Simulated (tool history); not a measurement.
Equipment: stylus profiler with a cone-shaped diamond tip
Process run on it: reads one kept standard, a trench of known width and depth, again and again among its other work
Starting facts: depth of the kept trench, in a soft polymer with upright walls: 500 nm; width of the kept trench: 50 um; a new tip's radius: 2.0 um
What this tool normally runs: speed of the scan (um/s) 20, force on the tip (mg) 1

run     day  speed of the scan (um/s)  force on the tip (mg)  depth of the trench (nm)  width of the trench's floor (nm)
  1       0                        20                      1                    501.05                             45410
  2   1.475                         8                      1                    501.11                             45430
  3   3.038                        20                      1                    501.19                             45330
  4   4.112                        13                      1                    501.03                             45380
  5   6.238                        20                      1                    501.21                             45250
  6   8.112                        20                      1                    501.07                             45300
  7   9.746                        20                      1                    501.15                             45280
  8  11.225                        20                      1                    501.12                             45230
  9  12.988                        20                      1                    501.04                             45190
 10  14.888                        20                      1                    501.04                             45220
 11  15.938                        25                      1                    501.14                             45110
 12  17.004                        25                   2.48                    503.18                             45220
 13   17.95                        25                   2.48                    503.24                             45160
 14  19.775                        25                   2.48                    503.38                             45230
 15  21.304                        20                      1                    501.04                             45100
 16  22.508                        20                      1                    500.87                             45050
     22.642  -- height scale calibrated on a step standard
 17  23.738                        20                      1                    500.79                             45120
     25.771  -- new tip fitted, height scale calibrated
 18  25.971                        20                      1                    502.78                             47170
 19  27.379                        20                      1                    502.87                             47120
     28.942  -- height scale calibrated on a step standard, once more
 20  29.517                        20                    0.5                    501.55                             47010
 21  30.958                        20                   0.89                    502.72                             47040
 22  32.271                        20                   1.68                    503.92                             47060
 23  33.225                        66                      1                    502.74                             46580
 24  34.496                        66                      1                    502.59                             46540
 25  35.696                        25                   0.52                    501.55                             46800
 26  37.192                        25                   0.52                    501.78                             46820
 27  39.308                        25                   0.52                    501.36                             46730
 28  41.429                        53                   1.92                    504.17                             46670
 29  42.467                         9                   2.29                     504.7                             47040
 30  43.521                        23                   1.16                     502.7                             46810
 31  45.483                        10                   2.32                    504.83                             46940
 32  47.275                        56                   1.18                    502.84                             46410
 33  48.429                        56                   1.18                    502.96                             46430
 34  50.329                        56                   1.18                    502.81                             46380
 35  52.083                        10                   1.36                    502.98                             46820
 36    53.8                        11                   0.57                    501.47                             46690
 37  55.146                        20                   0.48                    501.21                             46510
 38  56.496                        33                   0.36                    501.03                             46240
 39  57.758                        33                   0.36                     500.8                             46190
 40  59.525                        15                    1.2                    502.58                             46580
 41  61.458                        46                    1.2                    502.66                             46240
 42  62.975                        57                   1.12                    502.48                             46150
 43  64.033                         7                   0.39                    500.93                             46560
 44  65.825                         7                   0.39                    500.72                             46550
 45  68.012                        44                   1.98                    503.75                             46260

Table of differences, measured result less the result of that run with no hidden state. Run-to-run variation is the same in both. Gauge scatter possibly is not:
The hidden state here: radius of the tip, um; height scale over the true one, %; drift of the gauge itself on depth_nm, %; drift of the gauge itself on floor_um, %.
run  depth of the trench (nm)  width of the trench's floor (nm)
  1                     -1.67                             -1780
  2                     -1.68                             -1810
  3                     -1.71                             -1820
  4                     -1.73                             -1840
  5                     -1.75                             -1870
  6                     -1.78                             -1890
  7                      -1.8                             -1910
  8                     -1.82                             -1920
  9                     -1.84                             -1950
 10                     -1.87                             -1970
 11                     -1.89                             -1980
 12                     -1.91                             -2000
 13                     -1.93                             -2010
 14                     -1.95                             -2030
 15                     -1.96                             -2050
 16                     -1.98                             -2060
 17                     -2.24                             -2070
 18                     -0.06                               +10
 19                     -0.08                               -20
 20                     -0.12                               -60
 21                     -0.14                               -90
 22                     -0.16                              -120
 23                     -0.18                              -130
 24                     -0.19                              -170
 25                     -0.21                              -180
 26                     -0.22                              -220
 27                     -0.25                              -260
 28                     -0.29                              -290
 29                      -0.3                              -320
 30                     -0.31                              -330
 31                     -0.34                              -370
 32                     -0.37                              -410
 33                     -0.38                              -420
 34                     -0.41                              -460
 35                     -0.44                              -490
 36                     -0.46                              -520
 37                     -0.47                              -550
 38                     -0.49                              -570
 39                     -0.51                              -590
 40                     -0.54                              -620
 41                     -0.57                              -660
 42                     -0.59                              -680
 43                      -0.6                              -700
 44                     -0.62                              -730
 45                     -0.66                              -770

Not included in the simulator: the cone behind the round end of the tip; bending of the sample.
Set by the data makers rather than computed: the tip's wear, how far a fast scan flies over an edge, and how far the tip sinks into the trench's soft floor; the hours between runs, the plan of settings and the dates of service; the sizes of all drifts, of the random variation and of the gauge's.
